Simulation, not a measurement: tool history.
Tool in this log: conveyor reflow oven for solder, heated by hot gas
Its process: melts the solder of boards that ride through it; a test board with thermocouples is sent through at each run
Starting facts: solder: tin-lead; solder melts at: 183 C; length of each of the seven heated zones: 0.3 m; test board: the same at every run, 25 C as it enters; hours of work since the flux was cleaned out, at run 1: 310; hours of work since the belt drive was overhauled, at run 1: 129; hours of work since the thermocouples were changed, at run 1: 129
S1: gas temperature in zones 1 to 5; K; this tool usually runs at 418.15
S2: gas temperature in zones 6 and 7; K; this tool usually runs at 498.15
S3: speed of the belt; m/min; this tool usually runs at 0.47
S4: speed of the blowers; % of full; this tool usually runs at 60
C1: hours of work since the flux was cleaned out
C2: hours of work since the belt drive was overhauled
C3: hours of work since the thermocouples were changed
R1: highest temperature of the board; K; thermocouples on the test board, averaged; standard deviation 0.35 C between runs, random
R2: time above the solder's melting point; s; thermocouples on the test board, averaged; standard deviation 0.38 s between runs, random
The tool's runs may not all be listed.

run,hour,S1,S2,S3,S4,C1,C2,C3,R1,R2
1,0,418.15,498.15,0.47,60,310,129,129,480.25,49.7
2,19.2,419.15,498.15,0.47,60,320,139,139,480.35,50
3,39.9,427.15,498.15,0.47,60,332,150,150,481.15,55.6
4,65.9,427.15,498.15,0.47,60,346,165,165,481.65,56.1
5,91.9,418.15,502.15,0.47,60,360,179,179,482.85,53.3
# hour 126.1: flux residue cleaned out of gas plates and filters
6,126.1,418.15,502.15,0.441,60,0,195,195,487.15,60.6
7,146.3,418.15,502.15,0.441,60,11,205,205,486.45,61.4
8,159.7,431.15,498.15,0.47,69,18,213,213,485.25,61.8
9,188.8,431.15,498.15,0.47,69,34,228,228,485.15,62.7
10,217.2,433.15,500.15,0.41,76,49,244,244,490.95,77.9

For run 11, what comes out?
11,240,413.15,496.15,0.493,60,62,256,256,?,?

R1: 476.55 K
R2: 42.5 s
Were there no unlogged condition in the tool, this run, its random variation unchanged, would have produced R1 477.65 K, R2 43.6 s.
